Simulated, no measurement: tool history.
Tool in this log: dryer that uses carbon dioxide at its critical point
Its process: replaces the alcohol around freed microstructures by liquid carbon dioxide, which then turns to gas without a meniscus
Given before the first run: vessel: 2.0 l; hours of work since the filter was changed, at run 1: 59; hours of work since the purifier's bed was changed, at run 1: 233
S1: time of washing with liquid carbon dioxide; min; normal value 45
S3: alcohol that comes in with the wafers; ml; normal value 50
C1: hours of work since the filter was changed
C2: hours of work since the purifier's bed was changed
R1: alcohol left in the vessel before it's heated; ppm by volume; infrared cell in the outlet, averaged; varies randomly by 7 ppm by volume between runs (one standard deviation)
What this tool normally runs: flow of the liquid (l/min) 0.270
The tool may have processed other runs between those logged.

run 1 hour=0.0 | S1=45 flow_of_the_liquid_(l/min)=0.270 S3=50 | C1=59 C2=233 | R1=415
run 2 hour=18.4 | S1=45 flow_of_the_liquid_(l/min)=0.270 S3=50 | C1=73 C2=246 | R1=428
run 3 hour=50.2 | S1=53 flow_of_the_liquid_(l/min)=0.270 S3=50 | C1=96 C2=269 | R1=239
run 4 hour=78.3 | S1=45 flow_of_the_liquid_(l/min)=0.270 S3=50 | C1=116 C2=289 | R1=445
run 5 hour=115.3 | S1=45 flow_of_the_liquid_(l/min)=0.270 S3=50 | C1=143 C2=316 | R1=464
run 6 hour=148.0 | S1=45 flow_of_the_liquid_(l/min)=0.270 S3=50 | C1=167 C2=340 | R1=482
run 7 hour=175.4 | S1=45 flow_of_the_liquid_(l/min)=0.270 S3=50 | C1=187 C2=360 | R1=498
run 8 hour=215.0 | S1=45 flow_of_the_liquid_(l/min)=0.270 S3=50 | C1=216 C2=389 | R1=533
run 9 hour=248.9 | S1=45 flow_of_the_liquid_(l/min)=0.270 S3=50 | C1=240 C2=414 | R1=526
run 10 hour=281.7 | S1=45 flow_of_the_liquid_(l/min)=0.270 S3=50 | C1=264 C2=437 | R1=525
run 11 hour=321.0 | S1=45 flow_of_the_liquid_(l/min)=0.270 S3=50 | C1=293 C2=466 | R1=568
run 12 hour=337.9 | S1=45 flow_of_the_liquid_(l/min)=0.270 S3=50 | C1=305 C2=478 | R1=575
run 13 hour=370.0 | S1=45 flow_of_the_liquid_(l/min)=0.270 S3=50 | C1=328 C2=502 | R1=591
run 14 hour=386.7 | S1=45 flow_of_the_liquid_(l/min)=0.270 S3=50 | C1=341 C2=514 | R1=607
run 15 hour=418.5 | S1=45 flow_of_the_liquid_(l/min)=0.270 S3=50 | C1=364 C2=537 | R1=615
run 16 hour=440.6 | S1=45 flow_of_the_liquid_(l/min)=0.270 S3=50 | C1=380 C2=553 | R1=628
run 17 hour=476.1 | S1=45 flow_of_the_liquid_(l/min)=0.270 S3=50 | C1=406 C2=579 | R1=637
run 18 hour=514.5 | S1=45 flow_of_the_liquid_(l/min)=0.205 S3=33 | C1=434 C2=607 | R1=976
run 19 hour=536.5 | S1=45 flow_of_the_liquid_(l/min)=0.205 S3=33 | C1=450 C2=623 | R1=1014
run 20 hour=554.1 | S1=56 flow_of_the_liquid_(l/min)=0.449 S3=50 | C1=462 C2=636 | R1=159
run 21 hour=593.2 | S1=43 flow_of_the_liquid_(l/min)=0.373 S3=119 | C1=491 C2=664 | R1=585
-- hour=597.7 inlet filter changed
run 22 hour=628.1 | S1=43 flow_of_the_liquid_(l/min)=0.373 S3=119 | C1=22 C2=689 | R1=370
run 23 hour=664.1 | S1=57 flow_of_the_liquid_(l/min)=0.270 S3=107 | C1=48 C2=715 | R1=386
run 24 hour=693.8 | S1=45 flow_of_the_liquid_(l/min)=0.270 S3=70 | C1=70 C2=737 | R1=662
run 25 hour=716.9 | S1=56 flow_of_the_liquid_(l/min)=0.306 S3=52 | C1=87 C2=753 | R1=234
run 26 hour=746.7 | S1=71 flow_of_the_liquid_(l/min)=0.182 S3=47 | C1=108 C2=775 | R1=428
run 27 hour=770.7 | S1=71 flow_of_the_liquid_(l/min)=0.182 S3=47 | C1=126 C2=792 | R1=441
run 28 hour=788.4 | S1=71 flow_of_the_liquid_(l/min)=0.384 S3=47 | C1=139 C2=805 | R1=193
run 29 hour=821.8 | S1=50 flow_of_the_liquid_(l/min)=0.402 S3=61 | C1=163 C2=830 | R1=213
-- hour=838.9 purifier's bed changed
run 30 hour=841.1 | S1=69 flow_of_the_liquid_(l/min)=0.180 S3=82 | C1=175 C2=2 | R1=529
run 31 hour=872.9 | S1=70 flow_of_the_liquid_(l/min)=0.270 S3=50 | C1=198 C2=25 | R1=45
run 32 hour=900.1 | S1=32 flow_of_the_liquid_(l/min)=0.296 S3=73 | C1=218 C2=44 | R1=1504
run 33 hour=932.5 | S1=70 flow_of_the_liquid_(l/min)=0.188 S3=31 | C1=241 C2=68 | R1=197
run 34 hour=949.9 | S1=70 flow_of_the_liquid_(l/min)=0.188 S3=31 | C1=254 C2=81 | R1=192

Hidden state or all else? Some run-to-run changes of R1, split into what the settings, what came in and random variation would give without the hidden state, and what is left for the hidden state (with any gauge scatter that isn't in both results):
The tool's hidden condition here consists of: flow that reaches the vessel past the clogged filter, %; alcohol in the recycled carbon dioxide, ppm; drift of the gauge itself on alcohol_ppm, %.
Run 19 -> 20: S1 45 -> 56, flow of the liquid (l/min) 0.205 -> 0.449, S3 33 -> 50. R1 -855 ppm by volume: hidden state -267, all else -588.
Run 20 -> 21: S1 56 -> 43, flow of the liquid (l/min) 0.449 -> 0.373, S3 50 -> 119. R1 +426 ppm by volume: hidden state +224, all else +202.
Run 31 -> 32: S1 70 -> 32, flow of the liquid (l/min) 0.270 -> 0.296, S3 50 -> 73. R1 +1459 ppm by volume: hidden state +242, all else +1217.
Run 32 -> 33: S1 32 -> 70, flow of the liquid (l/min) 0.296 -> 0.188, S3 73 -> 31. R1 -1307 ppm by volume: hidden state -202, all else -1105.
